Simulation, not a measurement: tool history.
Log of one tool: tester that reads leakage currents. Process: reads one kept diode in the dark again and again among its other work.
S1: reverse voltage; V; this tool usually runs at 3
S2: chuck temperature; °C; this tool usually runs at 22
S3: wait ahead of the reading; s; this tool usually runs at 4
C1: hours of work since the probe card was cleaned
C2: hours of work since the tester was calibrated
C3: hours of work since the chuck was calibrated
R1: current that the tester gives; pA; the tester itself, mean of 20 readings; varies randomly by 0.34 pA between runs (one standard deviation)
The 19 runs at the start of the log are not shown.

run 20 day=51.721 | S1=9.6 S2=22 S3=4 | C1=2596 C2=3046 C3=145 | R1=214.41
run 21 day=54.938 | S1=7.21 S2=44 S3=4 | C1=2653 C2=3103 C3=202 | R1=819.21
run 22 day=56.792 | S1=9.91 S2=36 S3=4 | C1=2687 C2=3137 C3=236 | R1=580.78
run 23 day=58.575 | S1=3.22 S2=30 S3=9.37 | C1=2719 C2=3169 C3=268 | R1=200.31
-- day=61.038 tester calibrated
run 24 day=61.046 | S1=3.22 S2=30 S3=9.37 | C1=2761 C2=0 C3=310 | R1=206.62
run 25 day=65.1 | S1=3.22 S2=30 S3=9.37 | C1=2834 C2=73 C3=383 | R1=205.89
run 26 day=68.242 | S1=3 S2=30 S3=4 | C1=2890 C2=129 C3=439 | R1=196.88
run 27 day=71.542 | S1=3 S2=22 S3=1.08 | C1=2950 C2=188 C3=499 | R1=110.18
run 28 day=73.979 | S1=3 S2=22 S3=1.26 | C1=2993 C2=232 C3=542 | R1=110.41
run 29 day=76.567 | S1=3 S2=22 S3=1.26 | C1=3040 C2=278 C3=589 | R1=110.14
run 30 day=80.046 | S1=12.36 S2=59 S3=0.54 | C1=3102 C2=341 C3=651 | R1=2831.28
run 31 day=83.033 | S1=3.84 S2=22 S3=2.48 | C1=3156 C2=394 C3=705 | R1=125.91
run 32 day=86.354 | S1=6.69 S2=37 S3=0.49 | C1=3215 C2=454 C3=764 | R1=498.57
run 33 day=89.538 | S1=8.6 S2=22 S3=0.62 | C1=3272 C2=511 C3=821 | R1=201.88
run 34 day=91.421 | S1=19.54 S2=46 S3=0.61 | C1=3306 C2=545 C3=855 | R1=1656.59
run 35 day=94.462 | S1=3 S2=50 S3=0.73 | C1=3361 C2=599 C3=910 | R1=720.16
run 36 day=98.421 | S1=9.16 S2=21 S3=5.59 | C1=3432 C2=670 C3=980 | R1=192.12
run 37 day=101.15 | S1=9.16 S2=21 S3=5.59 | C1=3480 C2=719 C3=1029 | R1=190.54
run 38 day=104.625 | S1=9.16 S2=21 S3=5.59 | C1=3543 C2=781 C3=1092 | R1=190.39
run 39 day=107.238 | S1=12.04 S2=52 S3=0.86 | C1=3590 C2=828 C3=1139 | R1=1788.41
-- day=109.208 probe card cleaned and baked
run 40 day=109.25 | S1=7.9 S2=38 S3=9 | C1=1 C2=862 C3=1172 | R1=570.55

Alternative continuations, all from the tool just after run 40; predict every row:
run A day=112.092 | S1=3.53 S2=38 S3=6.69 | C1=52 C2=913 C3=1223 | R1=?
run B day=112.092 | S1=3 S2=36 S3=4 | C1=52 C2=913 C3=1223 | R1=?
run C day=112.092 | S1=3 S2=27 S3=4 | C1=52 C2=913 C3=1223 | R1=?

run=A R1=357.67
run=B R1=287.7
run=C R1=152.18
With no hidden state in the tool, these same runs would have given:
run=A R1=378.89
run=B R1=304.96
run=C R1=161.8
